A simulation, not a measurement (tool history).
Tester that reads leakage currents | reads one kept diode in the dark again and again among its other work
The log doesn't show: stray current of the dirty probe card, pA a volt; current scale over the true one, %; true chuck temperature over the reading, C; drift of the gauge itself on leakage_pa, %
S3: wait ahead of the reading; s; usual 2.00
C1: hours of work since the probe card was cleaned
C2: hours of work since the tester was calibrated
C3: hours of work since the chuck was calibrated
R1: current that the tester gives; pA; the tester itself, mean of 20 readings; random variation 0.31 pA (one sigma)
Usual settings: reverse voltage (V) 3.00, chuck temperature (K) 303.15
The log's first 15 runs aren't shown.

Run 16, hour 409.1: usual settings; C1 517; C2 921; C3 1587. Result: R1 118.00 pA.
Run 17, hour 445.1: usual settings; C1 535; C2 940; C3 1605. Result: R1 118.43 pA.
Run 18, hour 478.9: usual settings but reverse voltage (V) 3.01; C1 552; C2 957; C3 1622. Result: R1 118.67 pA.
Run 19, hour 499.3: usual settings but reverse voltage (V) 3.01; C1 563; C2 967; C3 1633. Result: R1 118.77 pA.
Run 20, hour 533.5: usual settings but reverse voltage (V) 3.01; C1 580; C2 985; C3 1650. Result: R1 119.20 pA.
At hour 540.2: probe card cleaned and baked.
Run 21, hour 568.7: usual settings but reverse voltage (V) 5.59, chuck temperature (K) 297.15, S3 6.31 s; C1 15; C2 1001; C3 1666. Result: R1 94.15 pA.
Run 22, hour 592.2: usual settings but reverse voltage (V) 5.59, chuck temperature (K) 301.15, S3 6.31 s; C1 27; C2 1013; C3 1678. Result: R1 136.51 pA.
Run 23, hour 631.3: usual settings but reverse voltage (V) 5.59, chuck temperature (K) 301.15, S3 6.31 s; C1 47; C2 1033; C3 1698. Result: R1 136.06 pA.
At hour 638.3: probe card cleaned and baked, once more.
Run 24, hour 653.6: usual settings but reverse voltage (V) 5.59, chuck temperature (K) 301.15, S3 6.31 s; C1 8; C2 1043; C3 1708. Result: R1 135.79 pA.
At hour 661.5: chuck's temperature calibrated.
Run 25, hour 691.3: usual settings but reverse voltage (V) 4.46, chuck temperature (K) 311.15, S3 6.31 s; C1 26; C2 1061; C3 15. Result: R1 245.46 pA.
Run 26, hour 719.2: usual settings but S3 0.59 s; C1 40; C2 1076; C3 29. Result: R1 102.79 pA.
Run 27, hour 735.5: usual settings but S3 0.59 s; C1 49; C2 1084; C3 38. Result: R1 102.65 pA.
Run 28, hour 763.2: usual settings but reverse voltage (V) 8.24, chuck temperature (K) 308.15, S3 0.70 s; C1 63; C2 1098; C3 52. Result: R1 262.79 pA.
Run 29, hour 782.5: usual settings but reverse voltage (V) 1.29, chuck temperature (K) 308.15, S3 0.70 s; C1 73; C2 1108; C3 62. Result: R1 103.67 pA.
Run 30, hour 807.8: usual settings but reverse voltage (V) 8.87, chuck temperature (K) 312.15, S3 7.70 s; C1 86; C2 1121; C3 75. Result: R1 376.13 pA.
Run 31, hour 838.7: usual settings but reverse voltage (V) 10.39, S3 0.52 s; C1 101; C2 1137; C3 90. Result: R1 193.82 pA.
Run 32, hour 873.2: usual settings but reverse voltage (V) 1.61, chuck temperature (K) 306.15; C1 119; C2 1154; C3 108. Result: R1 96.77 pA.
Run 33, hour 905.4: usual settings but reverse voltage (V) 11.92, chuck temperature (K) 314.15, S3 2.68 s; C1 135; C2 1171; C3 124. Result: R1 518.23 pA.
Run 34, hour 927.2: usual settings but reverse voltage (V) 12.29, chuck temperature (K) 309.15, S3 0.64 s; C1 146; C2 1182; C3 136. Result: R1 351.22 pA.
Run 35, hour 952.0: usual settings but reverse voltage (V) 12.29, chuck temperature (K) 309.15, S3 0.64 s; C1 159; C2 1194; C3 148. Result: R1 353.23 pA.
Run 36, hour 980.2: usual settings but reverse voltage (V) 12.29, chuck temperature (K) 299.15, S3 0.64 s; C1 173; C2 1209; C3 163. Result: R1 149.75 pA.
Run 37, hour 1006.7: usual settings but S3 1.84 s; C1 187; C2 1222; C3 176. Result: R1 102.57 pA.
Run 38, hour 1032.4: usual settings but S3 1.84 s; C1 200; C2 1235; C3 189. Result: R1 102.20 pA.
Run 39, hour 1050.1: usual settings but reverse voltage (V) 2.02, chuck temperature (K) 301.15, S3 1.84 s; C1 209; C2 1244; C3 198. Result: R1 70.07 pA.

5 ways to go on from here, each from the tool as it stands after run 39. What would each give?
Run A, hour 1076.2: usual settings but reverse voltage (V) 1.13, chuck temperature (K) 300.15, S3 0.59 s; C1 222; C2 1258; C3 212. Result: R1 ?.
Run B, hour 1076.2: usual settings but reverse voltage (V) 13.26, S3 0.35 s; C1 222; C2 1258; C3 212. Result: R1 ?.
Run C, hour 1076.2: usual settings but reverse voltage (V) 6.38, chuck temperature (K) 331.15, S3 9.05 s; C1 222; C2 1258; C3 212. Result: R1 ?.
Run D, hour 1076.2: usual settings but reverse voltage (V) 1.25; C1 222; C2 1258; C3 212. Result: R1 ?.
Run E, hour 1076.2: usual settings but reverse voltage (V) 1.48, chuck temperature (K) 301.15, S3 9.17 s; C1 222; C2 1258; C3 212. Result: R1 ?.

run       R1
  A    48.67
  B   228.28
  C  1471.50
  D    66.52
  E    60.48
Without the tool's hidden state the same runs would have given:
run       R1
  A    47.99
  B   224.97
  C  1453.81
  D    65.60
  E    59.63

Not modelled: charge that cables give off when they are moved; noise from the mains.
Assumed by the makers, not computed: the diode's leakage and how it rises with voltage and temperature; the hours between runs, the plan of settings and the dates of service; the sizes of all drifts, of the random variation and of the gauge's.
